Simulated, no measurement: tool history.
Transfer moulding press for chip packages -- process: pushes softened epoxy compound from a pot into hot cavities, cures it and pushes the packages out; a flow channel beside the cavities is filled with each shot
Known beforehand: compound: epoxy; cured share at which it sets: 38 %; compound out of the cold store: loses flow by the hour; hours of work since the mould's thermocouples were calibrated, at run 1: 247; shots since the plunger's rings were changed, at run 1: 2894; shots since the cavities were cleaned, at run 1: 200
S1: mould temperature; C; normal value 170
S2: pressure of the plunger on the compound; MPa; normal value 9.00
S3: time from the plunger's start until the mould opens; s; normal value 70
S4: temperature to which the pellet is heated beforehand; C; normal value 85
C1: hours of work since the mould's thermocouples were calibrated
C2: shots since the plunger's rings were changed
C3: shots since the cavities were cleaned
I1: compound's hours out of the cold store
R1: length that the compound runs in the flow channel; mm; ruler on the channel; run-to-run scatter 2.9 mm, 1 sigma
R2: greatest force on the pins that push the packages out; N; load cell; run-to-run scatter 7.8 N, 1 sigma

run	hour	S1	S2	S3	S4	C1	C2	C3	I1	R1	R2
1	0.0	170	9.00	70	85	247	2894	200	25.0	843	465
2	18.5	170	9.00	70	85	257	3114	420	17.1	861	564
3	40.2	170	9.00	70	85	269	3372	678	44.2	784	601
# hour 47.9: cavities cleaned with cleaning compound and waxed
4	67.0	170	9.00	70	85	283	3672	226	34.6	807	767
# hour 81.3: plunger's sealing rings changed
5	98.6	170	9.00	70	85	300	206	572	41.4	821	738
# hour 114.3: cavities cleaned with cleaning compound and waxed
6	134.1	170	9.00	70	85	319	610	235	40.2	820	488
# hour 154.5: mould's thermocouples calibrated
7	155.6	170	9.00	70	85	1	842	467	11.8	902	632
# hour 181.5: cavities cleaned with cleaning compound and waxed
8	181.6	170	9.00	70	85	14	1133	2	11.5	896	350
9	211.5	170	9.00	70	85	31	1488	357	16.8	873	561
10	229.4	163	9.00	70	85	41	1700	569	13.7	902	1055
# hour 243.4: cavities cleaned with cleaning compound and waxed
11	269.0	170	9.00	70	85	63	2154	304	20.3	861	541
# hour 292.2: cavities cleaned with cleaning compound and waxed, once more
12	295.1	170	9.00	70	85	76	2445	34	15.3	881	374
13	324.3	170	9.00	70	81	93	2792	381	28.1	836	583
14	345.8	170	9.00	70	85	105	3048	637	45.0	789	627
# hour 355.5: cavities cleaned with cleaning compound and waxed
15	365.4	173	9.00	66	86	115	3263	118	21.0	848	414
16	382.2	167	9.00	90	86	124	3463	318	19.1	861	460
# hour 412.4: plunger's sealing rings changed
17	416.6	167	9.00	90	86	142	51	697	40.5	826	568

For run 18, what comes out?
# hour 423.0: cavities cleaned with cleaning compound and waxed
18	438.0	165	8.79	90	86	153	287	179	14.0	?	?

{"run 18": {"R1": 893, "R2": 432}}
Were there no unlogged condition in the tool, this run, its random variation unchanged, would have produced R1 898 mm, R2 299 N.
